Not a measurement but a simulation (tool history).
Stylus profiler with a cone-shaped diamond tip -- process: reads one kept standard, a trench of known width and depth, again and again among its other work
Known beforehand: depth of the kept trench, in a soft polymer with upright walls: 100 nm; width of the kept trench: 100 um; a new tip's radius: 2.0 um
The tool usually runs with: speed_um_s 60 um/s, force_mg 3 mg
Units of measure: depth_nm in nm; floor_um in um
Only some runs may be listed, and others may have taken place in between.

run,hour,speed_um_s,force_mg,depth_nm,floor_um
1,0,60,3,101.41,98.38
2,61,60,3,101.44,98.43
3,102.2,90,3,101.45,98.22
4,135.6,90,3,101.42,98.28
5,182.2,90,3,101.46,98.31
6,208.8,90,3,101.44,98.23
7,272.2,60,3,101.46,98.36
8,320.2,60,3,101.48,98.34
9,369.7,60,3,101.46,98.35
10,421,60,3,101.47,98.37
11,468.4,60,3,101.51,98.39
12,528.5,58,3,101.45,98.34
13,591.5,60,5.67,102.2,98.36
14,624,81,5.1,102.05,98.3
15,677,171,1.43,100.99,97.46
16,730.6,171,1.43,101.03,97.44
17,772.9,171,1.43,101.04,97.45
18,824.1,60,7.68,102.68,98.4
19,856.9,162,1.02,100.89,97.34
20,907.4,162,1.02,100.84,97.34
21,966.6,198,3.45,101.67,97.7
22,1009.8,30,3.45,101.72,98.4
23,1070.1,197,3.45,101.68,97.7
24,1125,67,1.46,101.06,98.07

Here are 3 independent what-if runs from the current tool condition. What would each one return?
A,1175.9,67,6.43,?,?
B,1175.9,67,1.51,?,?
C,1175.9,51,1.92,?,?

run,depth_nm,floor_um
A,102.37,98.28
B,101.08,98.09
C,101.27,98.25
With the hidden condition removed and each run's random variation left untouched, the same runs would have given:
run,depth_nm,floor_um
A,102.08,98.5
B,100.79,98.3
C,100.99,98.47

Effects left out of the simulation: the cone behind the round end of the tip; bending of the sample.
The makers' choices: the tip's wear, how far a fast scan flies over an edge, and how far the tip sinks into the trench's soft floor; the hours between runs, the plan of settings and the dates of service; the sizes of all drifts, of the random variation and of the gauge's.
